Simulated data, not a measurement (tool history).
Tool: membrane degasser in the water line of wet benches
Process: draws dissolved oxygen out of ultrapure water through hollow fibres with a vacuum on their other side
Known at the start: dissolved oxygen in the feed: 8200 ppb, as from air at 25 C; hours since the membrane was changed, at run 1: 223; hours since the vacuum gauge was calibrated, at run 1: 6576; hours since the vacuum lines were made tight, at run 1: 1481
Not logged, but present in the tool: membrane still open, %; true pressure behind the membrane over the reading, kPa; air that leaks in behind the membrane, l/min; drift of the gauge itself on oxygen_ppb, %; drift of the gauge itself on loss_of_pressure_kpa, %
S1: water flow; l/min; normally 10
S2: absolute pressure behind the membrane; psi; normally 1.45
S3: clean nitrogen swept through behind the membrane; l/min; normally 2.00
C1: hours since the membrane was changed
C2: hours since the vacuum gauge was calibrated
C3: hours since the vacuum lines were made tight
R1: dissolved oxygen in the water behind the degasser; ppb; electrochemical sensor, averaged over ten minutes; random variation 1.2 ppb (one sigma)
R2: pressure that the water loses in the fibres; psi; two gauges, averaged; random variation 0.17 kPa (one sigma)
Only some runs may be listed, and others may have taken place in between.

run   hour  S1    S2    S3   C1    C2    C3     R1     R2
  1    0.0  10  1.45  2.00  223  6576  1481  122.9  4.063
  2   47.2  10  1.45  2.00  271  6624  1528  120.6  4.064
  3   76.7  10  1.45  2.00  300  6653  1558  120.3  4.060
  4  132.5  10  1.45  2.00  356  6709  1613  120.3  4.007
  5  158.6  10  1.45  2.00  382  6735  1640  119.2  4.132
  6  196.5  10  2.09  2.00  420  6773  1678  172.0  4.073
  7  230.3  11  1.45  2.00  454  6807  1711  138.8  4.502
  8  256.3  11  1.45  2.00  480  6833  1737  138.8  4.461
  9  307.8  11  1.45  2.00  531  6884  1789  138.2  4.472
 10  366.0   6  1.45  2.79  589  6942  1847   44.7  2.428
 11  420.4   9  1.45  2.40  644  6997  1901   88.9  3.681
 12  458.2   7  1.45  2.40  682  7035  1939   63.0  2.892

Branching from run 12: 4 alternative next runs. What would each branch give?
  A  490.1  14  1.97  2.00  713  7067  1971   ?   ?
  B  490.1   7  1.48  3.07  713  7067  1971   ?   ?
  C  490.1   7  1.61  5.68  713  7067  1971   ?   ?
  D  490.1   7  1.90  2.40  713  7067  1971   ?   ?

run     R1     R2
  A  253.2  5.743
  B   53.6  2.862
  C   38.7  2.853
  D   85.0  2.830
What these runs would have given with no unlogged condition in the tool:
run     R1     R2
  A  253.0  5.743
  B   53.5  2.862
  C   38.7  2.853
  D   84.9  2.830
